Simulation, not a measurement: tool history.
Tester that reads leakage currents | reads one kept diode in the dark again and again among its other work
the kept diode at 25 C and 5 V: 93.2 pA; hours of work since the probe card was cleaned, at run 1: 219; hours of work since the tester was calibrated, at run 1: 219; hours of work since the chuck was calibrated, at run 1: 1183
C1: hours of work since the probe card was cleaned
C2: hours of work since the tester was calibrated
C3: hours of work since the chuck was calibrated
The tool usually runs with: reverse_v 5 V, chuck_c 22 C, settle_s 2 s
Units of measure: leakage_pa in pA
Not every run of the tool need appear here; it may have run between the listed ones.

Run 1, hour 0: usual settings; C1 219; C2 219; C3 1183. Result: leakage_pa 71.99 pA.
Run 2, hour 134.6: usual settings; C1 288; C2 288; C3 1252. Result: leakage_pa 72.71 pA.
Run 3, hour 267: usual settings; C1 356; C2 356; C3 1320. Result: leakage_pa 72.22 pA.
Run 4, hour 414.8: usual settings but chuck_c 56 C; C1 432; C2 432; C3 1396. Result: leakage_pa 1021.63 pA.
Run 5, hour 652: usual settings but chuck_c 56 C; C1 554; C2 554; C3 1518. Result: leakage_pa 1016.42 pA.
Run 6, hour 778.7: usual settings; C1 619; C2 619; C3 1583. Result: leakage_pa 72.67 pA.
Run 7, hour 946.4: usual settings but reverse_v 3.96 V; C1 705; C2 705; C3 1669. Result: leakage_pa 64.68 pA.
Run 8, hour 1137.5: usual settings but settle_s 2.5 s; C1 803; C2 803; C3 1768. Result: leakage_pa 72.23 pA.
Run 9, hour 1373.3: usual settings but settle_s 2.5 s; C1 925; C2 925; C3 1889. Result: leakage_pa 72.79 pA.
Run 10, hour 1650.1: usual settings; C1 1067; C2 1067; C3 2031. Result: leakage_pa 72.66 pA.
Run 11, hour 1800.7: usual settings but reverse_v 9.62 V; C1 1144; C2 1144; C3 2109. Result: leakage_pa 99.22 pA.
Run 12, hour 2080.1: usual settings but reverse_v 9.62 V; C1 1288; C2 1288; C3 2252. Result: leakage_pa 99.61 pA.
At hour 2248.4: chuck's temperature calibrated.
Run 13, hour 2306.5: usual settings but reverse_v 2.53 V, chuck_c 44 C; C1 1403; C2 1403; C3 30. Result: leakage_pa 306.58 pA.
Run 14, hour 2507.3: usual settings but reverse_v 4.56 V, chuck_c 33 C, settle_s 1.23 s; C1 1507; C2 1507; C3 133. Result: leakage_pa 174.03 pA.
Run 15, hour 2653.1: usual settings but reverse_v 2.14 V, chuck_c 47 C, settle_s 4.68 s; C1 1582; C2 1582; C3 208. Result: leakage_pa 352.81 pA.
Run 16, hour 2869.2: usual settings but reverse_v 5.93 V, chuck_c 26 C; C1 1693; C2 1693; C3 319. Result: leakage_pa 110.97 pA.
Run 17, hour 3124.3: usual settings but chuck_c 36 C; C1 1824; C2 1824; C3 450. Result: leakage_pa 230.23 pA.
Run 18, hour 3285.6: usual settings but chuck_c 36 C; C1 1907; C2 1907; C3 533. Result: leakage_pa 230.89 pA.
Run 19, hour 3451.7: usual settings but reverse_v 6.99 V, chuck_c 36 C, settle_s 1.65 s; C1 1992; C2 1992; C3 619. Result: leakage_pa 272.71 pA.
Run 20, hour 3574.9: usual settings but reverse_v 16.53 V, chuck_c 36 C, settle_s 0.61 s; C1 2056; C2 2056; C3 682. Result: leakage_pa 416.78 pA.

Below, some changes in leakage_pa between adjacent runs. For each, the amount present without the hidden state too (settings, incoming material, random variation) and the amount remaining for the hidden state with gauge scatter not shared by both compared results:
Hidden conditions of the tool in this case: stray current of the dirty probe card, pA a volt; current scale over the true one, %; true chuck temperature over the reading, C; drift of the gauge itself on leakage_pa, %.
Run 3 -> 4: chuck_c 22 -> 56. leakage_pa +949.41 pA: hidden state -1.52, all else +950.93.
Run 5 -> 6: chuck_c 56 -> 22. leakage_pa -943.75 pA: hidden state +1.61, all else -945.36.

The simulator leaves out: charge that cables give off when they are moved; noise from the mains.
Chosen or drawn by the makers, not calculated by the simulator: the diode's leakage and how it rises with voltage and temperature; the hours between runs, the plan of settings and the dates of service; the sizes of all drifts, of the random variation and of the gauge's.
